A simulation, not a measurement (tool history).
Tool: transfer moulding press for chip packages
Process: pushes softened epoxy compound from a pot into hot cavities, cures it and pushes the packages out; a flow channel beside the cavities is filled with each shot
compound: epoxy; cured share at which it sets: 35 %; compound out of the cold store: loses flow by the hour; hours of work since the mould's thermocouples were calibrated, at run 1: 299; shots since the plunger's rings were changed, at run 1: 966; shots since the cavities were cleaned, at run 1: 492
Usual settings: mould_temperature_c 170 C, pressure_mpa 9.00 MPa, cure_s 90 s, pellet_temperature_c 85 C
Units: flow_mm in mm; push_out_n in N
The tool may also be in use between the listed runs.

| run | hour | mould_temperature_c | pressure_mpa | cure_s | pellet_temperature_c | hours of work since the mould's thermocouples were calibrated | shots since the plunger's rings were changed | shots since the cavities were cleaned | incoming compound's hours out of the cold store | flow_mm | push_out_n |
|---|---|---|---|---|---|---|---|---|---|---|---|
| 1 | 0.0 | 170 | 9.00 | 90 | 85 | 299 | 966 | 492 | 35.0 | 515 | 404 |
| 2 | 14.3 | 170 | 9.00 | 90 | 85 | 305 | 1088 | 614 | 15.6 | 550 | 410 |
|  | 18.8 | cavities cleaned with cleaning compound and waxed |
| 3 | 30.8 | 170 | 9.58 | 90 | 85 | 312 | 1215 | 102 | 14.3 | 566 | 397 |
| 4 | 46.4 | 170 | 9.58 | 90 | 85 | 319 | 1348 | 235 | 33.9 | 534 | 377 |
| 5 | 58.7 | 170 | 9.58 | 90 | 85 | 325 | 1452 | 339 | 45.0 | 519 | 392 |
| 6 | 73.6 | 170 | 9.00 | 90 | 93 | 332 | 1579 | 466 | 20.6 | 539 | 392 |
| 7 | 85.9 | 163 | 9.00 | 90 | 93 | 337 | 1683 | 570 | 16.5 | 567 | 697 |
|  | 95.3 | cavities cleaned with cleaning compound and waxed |
| 8 | 97.0 | 163 | 9.00 | 90 | 86 | 342 | 1765 | 15 | 31.9 | 540 | 650 |
| 9 | 110.3 | 163 | 9.00 | 90 | 86 | 348 | 1877 | 127 | 8.1 | 584 | 713 |
| 10 | 122.9 | 163 | 9.00 | 90 | 86 | 354 | 1985 | 235 | 21.8 | 559 | 679 |
| 11 | 137.7 | 163 | 9.00 | 90 | 86 | 361 | 2111 | 361 | 41.3 | 524 | 657 |
| 12 | 147.4 | 170 | 9.00 | 90 | 85 | 365 | 2193 | 443 | 38.9 | 510 | 398 |
| 13 | 156.7 | 170 | 9.00 | 90 | 85 | 369 | 2272 | 522 | 21.0 | 538 | 395 |
| 14 | 165.3 | 170 | 9.00 | 90 | 85 | 373 | 2345 | 595 | 34.2 | 516 | 393 |
|  | 171.4 | cavities cleaned with cleaning compound and waxed |
| 15 | 181.7 | 170 | 9.00 | 90 | 85 | 380 | 2472 | 88 | 39.4 | 508 | 368 |
| 16 | 190.9 | 175 | 9.00 | 77 | 92 | 384 | 2549 | 165 | 37.4 | 499 | 361 |
| 17 | 199.8 | 165 | 9.53 | 126 | 92 | 388 | 2625 | 241 | 42.1 | 535 | 310 |
| 18 | 211.4 | 168 | 9.90 | 110 | 92 | 394 | 2724 | 340 | 29.7 | 554 | 306 |
| 19 | 227.2 | 168 | 9.90 | 110 | 92 | 401 | 2858 | 474 | 37.2 | 543 | 315 |
| 20 | 235.1 | 170 | 9.18 | 90 | 91 | 405 | 2925 | 541 | 23.2 | 538 | 392 |
| 21 | 243.5 | 170 | 9.18 | 90 | 91 | 409 | 2997 | 613 | 37.9 | 515 | 379 |
|  | 248.1 | cavities cleaned with cleaning compound and waxed |
|  | 251.6 | plunger's sealing rings changed |
| 22 | 255.5 | 170 | 9.00 | 122 | 85 | 412 | 34 | 42 | 46.4 | 499 | 270 |
| 23 | 270.7 | 170 | 9.11 | 90 | 90 | 419 | 163 | 171 | 20.8 | 542 | 408 |
|  | 286.2 | mould's thermocouples calibrated |
| 24 | 288.9 | 170 | 9.11 | 90 | 90 | 1 | 300 | 308 | 31.8 | 524 | 368 |
| 25 | 297.1 | 170 | 7.06 | 89 | 90 | 5 | 370 | 378 | 47.2 | 438 | 386 |
| 26 | 307.7 | 170 | 9.41 | 90 | 85 | 10 | 460 | 468 | 40.5 | 520 | 390 |
| 27 | 314.6 | 170 | 8.53 | 87 | 92 | 13 | 518 | 526 | 44.3 | 488 | 404 |

Forecast each of these 4 alternatives for the next run:
| A | 323.6 | 177 | 9.00 | 88 | 85 | 17 | 595 | 603 | 43.1 | ? | ? |
| B | 323.6 | 165 | 8.24 | 87 | 94 | 17 | 595 | 603 | 38.6 | ? | ? |
| C | 323.6 | 176 | 7.33 | 87 | 77 | 17 | 595 | 603 | 21.9 | ? | ? |
| D | 323.6 | 173 | 9.00 | 90 | 85 | 17 | 595 | 603 | 12.8 | ? | ? |

| run | flow_mm | push_out_n |
|---|---|---|
| A | 489 | 289 |
| B | 499 | 573 |
| C | 471 | 307 |
| D | 544 | 336 |
Without the tool's hidden state the same runs would have given:
| run | flow_mm | push_out_n |
|---|---|---|
| A | 489 | 284 |
| B | 499 | 564 |
| C | 471 | 302 |
| D | 545 | 330 |

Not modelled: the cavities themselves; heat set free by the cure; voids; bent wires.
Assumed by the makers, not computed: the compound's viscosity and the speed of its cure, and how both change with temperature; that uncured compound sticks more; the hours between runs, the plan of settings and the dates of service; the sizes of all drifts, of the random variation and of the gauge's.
